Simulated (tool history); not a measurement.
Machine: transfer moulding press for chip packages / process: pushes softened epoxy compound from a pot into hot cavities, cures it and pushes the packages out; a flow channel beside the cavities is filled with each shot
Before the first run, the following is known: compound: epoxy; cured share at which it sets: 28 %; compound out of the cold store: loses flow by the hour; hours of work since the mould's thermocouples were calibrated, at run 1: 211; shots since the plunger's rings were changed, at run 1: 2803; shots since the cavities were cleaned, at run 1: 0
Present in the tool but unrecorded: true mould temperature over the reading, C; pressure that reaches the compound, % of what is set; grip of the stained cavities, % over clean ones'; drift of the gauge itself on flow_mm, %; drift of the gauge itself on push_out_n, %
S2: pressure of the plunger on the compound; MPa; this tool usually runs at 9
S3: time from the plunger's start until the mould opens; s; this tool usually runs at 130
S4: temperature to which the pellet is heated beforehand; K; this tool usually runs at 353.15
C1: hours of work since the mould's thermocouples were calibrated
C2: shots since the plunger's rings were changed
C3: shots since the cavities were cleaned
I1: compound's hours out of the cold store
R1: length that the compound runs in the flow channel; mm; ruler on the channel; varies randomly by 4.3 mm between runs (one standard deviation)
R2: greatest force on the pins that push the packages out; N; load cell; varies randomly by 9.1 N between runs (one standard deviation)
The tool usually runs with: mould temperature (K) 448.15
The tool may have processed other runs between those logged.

Run 1, hour 0: usual settings; C1 211; C2 2803; C3 0; I1 36.8. Result: R1 571 mm, R2 395 N.
Run 2, hour 20: usual settings; C1 222; C2 2954; C3 151; I1 32.7. Result: R1 584 mm, R2 489 N.
Run 3, hour 49: usual settings; C1 238; C2 3170; C3 367; I1 21.9. Result: R1 610 mm, R2 585 N.
Run 4, hour 76.2: usual settings; C1 253; C2 3374; C3 571; I1 38.4. Result: R1 550 mm, R2 624 N.
Run 5, hour 108.1: usual settings; C1 270; C2 3612; C3 809; I1 25.5. Result: R1 591 mm, R2 681 N.
Run 6, hour 124.1: usual settings but mould temperature (K) 450.15; C1 279; C2 3733; C3 930; I1 21.8. Result: R1 596 mm, R2 615 N.
At hour 135.1: cavities cleaned with cleaning compound and waxed.
Run 7, hour 142.4: usual settings but mould temperature (K) 450.15, S4 350.15 K; C1 288; C2 3858; C3 54; I1 18.7. Result: R1 603 mm, R2 416 N.
Run 8, hour 157.2: usual settings; C1 296; C2 3969; C3 165; I1 42.9. Result: R1 530 mm, R2 477 N.
Run 9, hour 179.3: usual settings but mould temperature (K) 444.15; C1 308; C2 4134; C3 330; I1 18. Result: R1 632 mm, R2 748 N.
Run 10, hour 206.3: usual settings but mould temperature (K) 444.15; C1 323; C2 4337; C3 533; I1 32.1. Result: R1 568 mm, R2 766 N.
Run 11, hour 234.3: usual settings; C1 338; C2 4546; C3 742; I1 14. Result: R1 621 mm, R2 665 N.
Run 12, hour 247.9: usual settings; C1 345; C2 4648; C3 844; I1 29.8. Result: R1 576 mm, R2 637 N.
Run 13, hour 263: usual settings; C1 354; C2 4761; C3 957; I1 32.1. Result: R1 558 mm, R2 649 N.
At hour 268.8: cavities cleaned with cleaning compound and waxed.
Run 14, hour 286.2: usual settings; C1 366; C2 4923; C3 130; I1 15.6. Result: R1 616 mm, R2 505 N.
Run 15, hour 307: usual settings but S2 7.14 MPa, S4 347.15 K; C1 377; C2 5080; C3 287; I1 37.1. Result: R1 475 mm, R2 511 N.
Run 16, hour 324.7: usual settings but S2 7.31 MPa, S3 141 s, S4 359.15 K; C1 387; C2 5211; C3 418; I1 43.6. Result: R1 460 mm, R2 508 N.
Run 17, hour 352: usual settings but S2 7.7 MPa, S3 141 s, S4 359.15 K; C1 401; C2 5416; C3 623; I1 14.6. Result: R1 560 mm, R2 582 N.
Run 18, hour 368.8: usual settings but S2 7.7 MPa, S3 141 s, S4 359.15 K; C1 411; C2 5542; C3 749; I1 40.9. Result: R1 485 mm, R2 575 N.
Run 19, hour 391.7: usual settings but S2 7.7 MPa, S3 141 s, S4 359.15 K; C1 423; C2 5713; C3 920; I1 27.5. Result: R1 521 mm, R2 592 N.
At hour 405.2: cavities cleaned with cleaning compound and waxed.
Run 20, hour 416.9: usual settings but S2 7.7 MPa, S3 157 s, S4 344.15 K; C1 436; C2 5891; C3 88; I1 34.2. Result: R1 500 mm, R2 376 N.
Run 21, hour 442.8: usual settings but S2 7.7 MPa, S3 157 s, S4 344.15 K; C1 450; C2 6085; C3 282; I1 23.9. Result: R1 529 mm, R2 457 N.
Run 22, hour 461.5: usual settings but S2 7.7 MPa, S3 143 s, S4 347.15 K; C1 460; C2 6225; C3 422; I1 30.1. Result: R1 508 mm, R2 525 N.
Run 23, hour 483.3: usual settings but mould temperature (K) 456.15, S3 156 s; C1 472; C2 6388; C3 585; I1 27.8. Result: R1 536 mm, R2 471 N.
At hour 508: mould's thermocouples calibrated.
Run 24, hour 518.5: usual settings but mould temperature (K) 456.15, S3 156 s; C1 6; C2 6636; C3 833; I1 39.1. Result: R1 491 mm, R2 506 N.
At hour 529.5: plunger's sealing rings changed.
At hour 544.2: cavities cleaned with cleaning compound and waxed.
Run 25, hour 549.2: usual settings but mould temperature (K) 456.15, S3 156 s, S4 351.15 K; C1 20; C2 136; C3 37; I1 25.3. Result: R1 613 mm, R2 338 N.

4 options for the next run, each taken on its own from the tool as it stands now. Forecast them:
Run A, hour 577.9: usual settings but mould temperature (K) 444.15, S2 7.57 MPa, S4 359.15 K; C1 36; C2 351; C3 252; I1 26.5. Result: R1 ?, R2 ?.
Run B, hour 577.9: usual settings but mould temperature (K) 442.15, S2 9.02 MPa, S4 348.15 K; C1 36; C2 351; C3 252; I1 41.7. Result: R1 ?, R2 ?.
Run C, hour 577.9: usual settings but mould temperature (K) 456.15, S3 141 s, S4 351.15 K; C1 36; C2 351; C3 252; I1 19.3. Result: R1 ?, R2 ?.
Run D, hour 577.9: usual settings but mould temperature (K) 456.15, S3 156 s, S4 360.15 K; C1 36; C2 351; C3 252; I1 35.6. Result: R1 ?, R2 ?.

run   R1   R2
  A  575  692
  B  594  774
  C  624  437
  D  565  415
Take away the tool's hidden state, keep each run's random variation, and the runs would have read:
run   R1   R2
  A  582  523
  B  601  585
  C  631  328
  D  571  312
